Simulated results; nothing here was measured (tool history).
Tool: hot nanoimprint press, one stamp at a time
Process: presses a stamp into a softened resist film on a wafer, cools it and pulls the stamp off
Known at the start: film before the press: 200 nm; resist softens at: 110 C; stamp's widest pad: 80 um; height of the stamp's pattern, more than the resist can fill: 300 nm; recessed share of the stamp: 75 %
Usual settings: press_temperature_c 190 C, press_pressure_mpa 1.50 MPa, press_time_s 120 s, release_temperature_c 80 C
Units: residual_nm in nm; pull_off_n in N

run,day,press_temperature_c,press_pressure_mpa,press_time_s,release_temperature_c,residual_nm,pull_off_n
1,0.000,190,1.50,120,80,87.8,136
2,0.754,190,1.50,120,80,88.3,134
3,1.383,190,1.50,120,80,88.2,139
4,2.088,190,1.50,120,80,88.8,141
5,2.425,190,1.50,120,80,88.4,138
6,3.071,190,1.50,120,80,88.6,141
7,3.767,190,1.50,120,80,87.9,141
8,4.475,190,1.50,120,81,89.7,143
# day 4.962: stamp cleaned and given a new release coat
9,5.317,193,0.98,118,80,99.0,131
10,5.683,193,0.98,118,80,98.1,130
11,6.329,190,1.50,76,82,102.8,124
12,6.854,180,2.13,63,73,134.6,136
13,7.229,190,1.50,120,68,87.9,143
14,7.617,190,1.50,120,68,87.6,142
15,8.342,185,2.12,120,68,91.0,142
16,8.825,185,2.12,120,68,90.6,147

Forecast each of these 4 alternatives for the next run:
A,9.158,189,1.42,66,68,?,?
B,9.158,185,2.12,120,86,?,?
C,9.158,190,1.50,229,80,?,?
D,9.158,190,1.50,120,83,?,?

run,residual_nm,pull_off_n
A,114.5,147
B,90.4,123
C,70.4,131
D,88.5,134
Without the tool's hidden state the same runs would have given:
run,residual_nm,pull_off_n
A,119.5,141
B,95.0,118
C,74.1,125
D,92.9,129
